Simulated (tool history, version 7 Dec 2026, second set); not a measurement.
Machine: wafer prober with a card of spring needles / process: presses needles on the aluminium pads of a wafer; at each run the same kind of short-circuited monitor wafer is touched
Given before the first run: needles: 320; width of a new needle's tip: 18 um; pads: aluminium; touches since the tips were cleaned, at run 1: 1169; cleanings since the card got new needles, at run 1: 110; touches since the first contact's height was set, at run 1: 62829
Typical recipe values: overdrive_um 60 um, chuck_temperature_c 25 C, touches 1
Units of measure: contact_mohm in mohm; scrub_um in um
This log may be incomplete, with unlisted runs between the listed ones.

run     day  overdrive_um  chuck_temperature_c  touches  touches since the tips were cleaned  cleanings since the card got new needles  touches since the first contact's height was set  contact_mohm  scrub_um
  1   0.000            60                   25        1                                 1169                                       110                                             62829           132    16.133
      0.475  -- tips cleaned on abrasive film
      0.842  -- height of the first contact set anew
      1.083  -- tips cleaned on abrasive film
      1.675  -- tips cleaned on abrasive film
  2   1.908            60                  121        1                                 3916                                       113                                             17840           154    16.129
      2.267  -- tips cleaned on abrasive film
      2.862  -- tips cleaned on abrasive film
  3   3.188            60                   25        1                                 5523                                       115                                             39276           134    16.123
      3.429  -- tips cleaned on abrasive film
      4.025  -- tips cleaned on abrasive film
      4.617  -- tips cleaned on abrasive film
      5.092  -- tips cleaned on abrasive film
  4   5.288            60                   25        1                                 3260                                       119                                             74361           132    16.116
      5.417  -- height of the first contact set anew
      5.658  -- tips cleaned on abrasive film
      6.250  -- tips cleaned on abrasive film
      6.846  -- tips cleaned on abrasive film
      7.442  -- tips cleaned on abrasive film
  5   7.529            60                   25        1                                 1485                                       123                                             35298           136    16.114
      8.004  -- tips cleaned on abrasive film
      8.600  -- tips cleaned on abrasive film
      9.096  -- tips cleaned on abrasive film
  6   9.096            60                   25        1                                    0                                       126                                             61491           133    16.117
      9.683  -- tips cleaned on abrasive film
      9.933  -- height of the first contact set anew
     10.292  -- tips cleaned on abrasive film
     10.888  -- tips cleaned on abrasive film
     11.362  -- tips cleaned on abrasive film
     11.879  -- tips cleaned on abrasive film
  7  11.879            60                   25        1                                    0                                       131                                             32530           133    16.124
     12.475  -- tips cleaned on abrasive film
     12.950  -- tips cleaned on abrasive film
     13.546  -- tips cleaned on abrasive film
     14.138  -- tips cleaned on abrasive film
  8  14.371            60                   25        1                                 3925                                       135                                             74246           137    16.119
     14.500  -- height of the first contact set anew
     14.742  -- tips cleaned on abrasive film
     15.338  -- tips cleaned on abrasive film
     15.929  -- tips cleaned on abrasive film
     16.525  -- tips cleaned on abrasive film
  9  16.792            60                   25        1                                 4534                                       139                                             38348           136    16.111
     17.033  -- tips cleaned on abrasive film
     17.629  -- tips cleaned on abrasive film
     18.221  -- tips cleaned on abrasive film
     18.817  -- tips cleaned on abrasive film
     19.062  -- height of the first contact set anew
     19.312  -- tips cleaned on abrasive film
 10  19.312            60                   25        1                                    0                                       144                                              4104           132    16.121
     19.904  -- tips cleaned on abrasive film
     20.500  -- tips cleaned on abrasive film
     21.092  -- tips cleaned on abrasive film
     21.571  -- tips cleaned on abrasive film
     22.083  -- tips cleaned on abrasive film
 11  22.083            60                   29        1                                    0                                       149                                             50461           137    16.109
     22.675  -- tips cleaned on abrasive film
     23.271  -- tips cleaned on abrasive film
     23.638  -- height of the first contact set anew
 12  23.733            60                   29        1                                 7622                                       151                                              1655           137    16.125
     23.858  -- tips cleaned on abrasive film
     24.333  -- tips cleaned on abrasive film
     24.925  -- tips cleaned on abrasive film
 13  25.058            60                   29        1                                 2254                                       154                                             23760           134    16.114
     25.417  -- tips cleaned on abrasive film
     26.012  -- tips cleaned on abrasive film
     26.604  -- tips cleaned on abrasive film
 14  26.771            60                   82        1                                 2822                                       157                                             52413           145    16.122
     27.129  -- tips cleaned on abrasive film
     27.725  -- tips cleaned on abrasive film
     28.208  -- height of the first contact set anew
     28.288  -- tips cleaned on abrasive film
 15  28.288            53                   82        2                                    0                                       160                                              1287           151    14.235
     28.879  -- tips cleaned on abrasive film
     29.475  -- tips cleaned on abrasive film
     30.071  -- tips cleaned on abrasive film
     30.550  -- tips cleaned on abrasive film
 16  30.550            53                   82        2                                    0                                       164                                             39173           151    14.242
     31.146  -- tips cleaned on abrasive film
     31.738  -- tips cleaned on abrasive film
     32.333  -- tips cleaned on abrasive film
     32.817  -- height of the first contact set anew
     32.871  -- tips cleaned on abrasive film
 17  32.871            53                   82        2                                    0                                       168                                               835           150    14.237
     33.467  -- tips cleaned on abrasive film
     34.058  -- tips cleaned on abrasive film
     34.654  -- tips cleaned on abrasive film
 18  34.762            64                   60        1                                 1825                                       171                                             32495           141    17.214
     35.238  -- tips cleaned on abrasive film
     35.833  -- tips cleaned on abrasive film
     36.425  -- tips cleaned on abrasive film
     37.021  -- tips cleaned on abrasive film
     37.388  -- height of the first contact set anew
     37.508  -- tips cleaned on abrasive film
 19  37.529            64                   60        1                                  319                                       176                                              2309           138    17.203
     38.004  -- tips cleaned on abrasive film
     38.479  -- tips cleaned on abrasive film
     39.075  -- tips cleaned on abrasive film
 20  39.196            64                   60        1                                 2033                                       179                                             30200           139    17.196
     39.554  -- tips cleaned on abrasive film
     40.146  -- tips cleaned on abrasive film
     40.738  -- tips cleaned on abrasive film
     41.217  -- tips cleaned on abrasive film
 21  41.454            43                   86        1                                 4010                                       183                                             67977           155    11.557
     41.692  -- tips cleaned on abrasive film
     41.942  -- height of the first contact set anew
     42.179  -- tips cleaned on abrasive film
     42.775  -- tips cleaned on abrasive film
     43.371  -- tips cleaned on abrasive film
     43.925  -- tips cleaned on abrasive film
 22  43.925            43                   86        1                                    0                                       188                                             33166           154    11.548
     44.521  -- tips cleaned on abrasive film
     45.112  -- tips cleaned on abrasive film
 23  45.408            60                   52        2                                 4953                                       190                                             58008           141    16.120
     45.646  -- tips cleaned on abrasive film
     46.242  -- tips cleaned on abrasive film
     46.488  -- height of the first contact set anew
     46.846  -- tips cleaned on abrasive film
     47.442  -- tips cleaned on abrasive film
     47.917  -- tips cleaned on abrasive film
 24  48.025            61                   25        1                                 1836                                       195                                             25705           135    16.388
     48.504  -- tips cleaned on abrasive film
     49.096  -- tips cleaned on abrasive film
 25  49.533            52                   25        2                                 7379                                       197                                             50980           138    13.954
     49.658  -- tips cleaned on abrasive film
     50.250  -- tips cleaned on abrasive film
     50.842  -- tips cleaned on abrasive film
     51.092  -- height of the first contact set anew
     51.450  -- tips cleaned on abrasive film
 26  51.725            60                   39        2                                 4669                                       201                                             10635           137    16.129

Consider 3 possible next runs. They are alternatives, not a sequence: every one starts from the tool as it was left by run 26. What does each give?
     51.967  -- tips cleaned on abrasive film
     52.562  -- tips cleaned on abrasive film
     53.154  -- tips cleaned on abrasive film
  A  53.600            55                   56        1                                 7478                                       204                                             41981             ?         ?
     51.967  -- tips cleaned on abrasive film
     52.562  -- tips cleaned on abrasive film
     53.154  -- tips cleaned on abrasive film
  B  53.600            70                   39        2                                 7478                                       204                                             41981             ?         ?
     51.967  -- tips cleaned on abrasive film
     52.562  -- tips cleaned on abrasive film
     53.154  -- tips cleaned on abrasive film
  C  53.600            42                   44        1                                 7478                                       204                                             41981             ?         ?

run  contact_mohm  scrub_um
  A           145    14.773
  B           134    18.810
  C           149    11.290
The same runs, with their run-to-run variation unchanged, on a tool lacking any hidden condition would have given:
run  contact_mohm  scrub_um
  A           145    14.774
  B           134    18.810
  C           148    11.291

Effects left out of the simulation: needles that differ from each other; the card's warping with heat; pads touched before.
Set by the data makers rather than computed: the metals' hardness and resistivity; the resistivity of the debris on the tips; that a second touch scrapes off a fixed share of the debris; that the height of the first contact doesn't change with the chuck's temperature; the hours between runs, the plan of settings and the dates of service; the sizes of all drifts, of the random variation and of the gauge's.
